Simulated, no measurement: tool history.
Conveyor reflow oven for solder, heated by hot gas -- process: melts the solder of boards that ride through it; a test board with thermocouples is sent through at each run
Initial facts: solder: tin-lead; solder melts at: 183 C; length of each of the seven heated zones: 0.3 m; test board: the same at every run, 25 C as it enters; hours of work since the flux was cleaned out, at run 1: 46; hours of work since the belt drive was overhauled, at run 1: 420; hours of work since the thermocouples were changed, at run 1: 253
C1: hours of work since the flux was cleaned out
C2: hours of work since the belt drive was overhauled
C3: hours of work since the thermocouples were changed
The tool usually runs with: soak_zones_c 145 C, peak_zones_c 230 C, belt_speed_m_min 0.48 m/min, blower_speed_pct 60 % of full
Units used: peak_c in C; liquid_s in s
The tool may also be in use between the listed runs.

run 1 hour=0 | soak_zones_c=145 peak_zones_c=230 belt_speed_m_min=0.48 blower_speed_pct=60 | C1=46 C2=420 C3=253 | peak_c=213.25 liquid_s=55.32
run 2 hour=9.2 | soak_zones_c=145 peak_zones_c=230 belt_speed_m_min=0.44 blower_speed_pct=60 | C1=53 C2=426 C3=259 | peak_c=215.76 liquid_s=63.14
run 3 hour=19.8 | soak_zones_c=145 peak_zones_c=230 belt_speed_m_min=0.44 blower_speed_pct=60 | C1=61 C2=434 C3=267 | peak_c=215.71 liquid_s=63.18
run 4 hour=29.2 | soak_zones_c=145 peak_zones_c=230 belt_speed_m_min=0.48 blower_speed_pct=60 | C1=68 C2=441 C3=274 | peak_c=213.3 liquid_s=55.15
run 5 hour=35.6 | soak_zones_c=145 peak_zones_c=230 belt_speed_m_min=0.48 blower_speed_pct=60 | C1=72 C2=446 C3=279 | peak_c=213.26 liquid_s=55.16
run 6 hour=42.8 | soak_zones_c=150 peak_zones_c=230 belt_speed_m_min=0.48 blower_speed_pct=60 | C1=78 C2=451 C3=284 | peak_c=214.26 liquid_s=58.22
run 7 hour=48.1 | soak_zones_c=150 peak_zones_c=230 belt_speed_m_min=0.48 blower_speed_pct=60 | C1=81 C2=455 C3=288 | peak_c=214.25 liquid_s=58.24
run 8 hour=53.6 | soak_zones_c=145 peak_zones_c=230 belt_speed_m_min=0.48 blower_speed_pct=71 | C1=85 C2=459 C3=292 | peak_c=215 liquid_s=57.06
run 9 hour=64.4 | soak_zones_c=145 peak_zones_c=230 belt_speed_m_min=0.48 blower_speed_pct=71 | C1=93 C2=467 C3=300 | peak_c=215.12 liquid_s=57.02
run 10 hour=69.5 | soak_zones_c=145 peak_zones_c=230 belt_speed_m_min=0.48 blower_speed_pct=71 | C1=97 C2=470 C3=303 | peak_c=215.12 liquid_s=56.98
run 11 hour=78.1 | soak_zones_c=145 peak_zones_c=230 belt_speed_m_min=0.48 blower_speed_pct=71 | C1=103 C2=477 C3=310 | peak_c=214.91 liquid_s=56.99
run 12 hour=88.3 | soak_zones_c=145 peak_zones_c=230 belt_speed_m_min=0.48 blower_speed_pct=57 | C1=111 C2=484 C3=317 | peak_c=212.77 liquid_s=54.75
run 13 hour=94.6 | soak_zones_c=145 peak_zones_c=230 belt_speed_m_min=0.48 blower_speed_pct=57 | C1=115 C2=489 C3=322 | peak_c=212.66 liquid_s=54.69
run 14 hour=103.9 | soak_zones_c=145 peak_zones_c=230 belt_speed_m_min=0.48 blower_speed_pct=60 | C1=122 C2=496 C3=329 | peak_c=213.27 liquid_s=55.1
run 15 hour=110 | soak_zones_c=145 peak_zones_c=230 belt_speed_m_min=0.48 blower_speed_pct=60 | C1=127 C2=500 C3=333 | peak_c=213.05 liquid_s=55.29
run 16 hour=116.6 | soak_zones_c=136 peak_zones_c=230 belt_speed_m_min=0.48 blower_speed_pct=60 | C1=131 C2=505 C3=338 | peak_c=211.62 liquid_s=50.17
run 17 hour=123.5 | soak_zones_c=154 peak_zones_c=230 belt_speed_m_min=0.48 blower_speed_pct=60 | C1=136 C2=510 C3=343 | peak_c=215.02 liquid_s=60.6
run 18 hour=128.7 | soak_zones_c=145 peak_zones_c=230 belt_speed_m_min=0.396 blower_speed_pct=52 | C1=140 C2=514 C3=347 | peak_c=217.11 liquid_s=72.05
run 19 hour=138 | soak_zones_c=145 peak_zones_c=230 belt_speed_m_min=0.396 blower_speed_pct=52 | C1=147 C2=520 C3=353 | peak_c=217.61 liquid_s=72.23
run 20 hour=145.6 | soak_zones_c=145 peak_zones_c=230 belt_speed_m_min=0.396 blower_speed_pct=52 | C1=153 C2=526 C3=359 | peak_c=217.25 liquid_s=72.04
run 21 hour=151.5 | soak_zones_c=145 peak_zones_c=230 belt_speed_m_min=0.396 blower_speed_pct=52 | C1=157 C2=530 C3=363 | peak_c=217.24 liquid_s=72.13
run 22 hour=159.9 | soak_zones_c=137 peak_zones_c=245 belt_speed_m_min=0.522 blower_speed_pct=60 | C1=163 C2=536 C3=369 | peak_c=221.36 liquid_s=53.26
run 23 hour=166.9 | soak_zones_c=133 peak_zones_c=242 belt_speed_m_min=0.487 blower_speed_pct=60 | C1=168 C2=542 C3=375 | peak_c=220.47 liquid_s=55.77
run 24 hour=174.2 | soak_zones_c=145 peak_zones_c=231 belt_speed_m_min=0.387 blower_speed_pct=60 | C1=173 C2=547 C3=380 | peak_c=219.96 liquid_s=76.7
run 25 hour=183.4 | soak_zones_c=132 peak_zones_c=225 belt_speed_m_min=0.48 blower_speed_pct=60 | C1=180 C2=554 C3=387 | peak_c=206.32 liquid_s=43.84
run 26 hour=192.6 | soak_zones_c=145 peak_zones_c=241 belt_speed_m_min=0.457 blower_speed_pct=66 | C1=187 C2=560 C3=393 | peak_c=225.19 liquid_s=67.34
run 27 hour=199 | soak_zones_c=155 peak_zones_c=227 belt_speed_m_min=0.402 blower_speed_pct=72 | C1=192 C2=565 C3=398 | peak_c=218.13 liquid_s=77.38
run 28 hour=209.9 | soak_zones_c=155 peak_zones_c=227 belt_speed_m_min=0.568 blower_speed_pct=72 | C1=199 C2=573 C3=406 | peak_c=209.84 liquid_s=47.1
run 29 hour=219.3 | soak_zones_c=155 peak_zones_c=225 belt_speed_m_min=0.456 blower_speed_pct=72 | C1=206 C2=580 C3=413 | peak_c=213.87 liquid_s=64.28

4 options for the next run, each taken on its own from the tool as it stands now. Forecast them:
run A hour=226.7 | soak_zones_c=135 peak_zones_c=225 belt_speed_m_min=0.578 blower_speed_pct=87 | C1=212 C2=585 C3=418 | peak_c=? liquid_s=?
run B hour=226.7 | soak_zones_c=147 peak_zones_c=244 belt_speed_m_min=0.533 blower_speed_pct=72 | C1=212 C2=585 C3=418 | peak_c=? liquid_s=?
run C hour=226.7 | soak_zones_c=134 peak_zones_c=225 belt_speed_m_min=0.392 blower_speed_pct=56 | C1=212 C2=585 C3=418 | peak_c=? liquid_s=?
run D hour=226.7 | soak_zones_c=145 peak_zones_c=225 belt_speed_m_min=0.48 blower_speed_pct=60 | C1=212 C2=585 C3=418 | peak_c=? liquid_s=?

run=A peak_c=205.25 liquid_s=35.77
run=B peak_c=224.08 liquid_s=57.37
run=C peak_c=211.93 liquid_s=63.27
run=D peak_c=209.03 liquid_s=51.29
Had the tool no hidden state, the same runs would have come out as:
run=A peak_c=205.26 liquid_s=35.78
run=B peak_c=224.09 liquid_s=57.36
run=C peak_c=211.93 liquid_s=63.26
run=D peak_c=209.02 liquid_s=51.28

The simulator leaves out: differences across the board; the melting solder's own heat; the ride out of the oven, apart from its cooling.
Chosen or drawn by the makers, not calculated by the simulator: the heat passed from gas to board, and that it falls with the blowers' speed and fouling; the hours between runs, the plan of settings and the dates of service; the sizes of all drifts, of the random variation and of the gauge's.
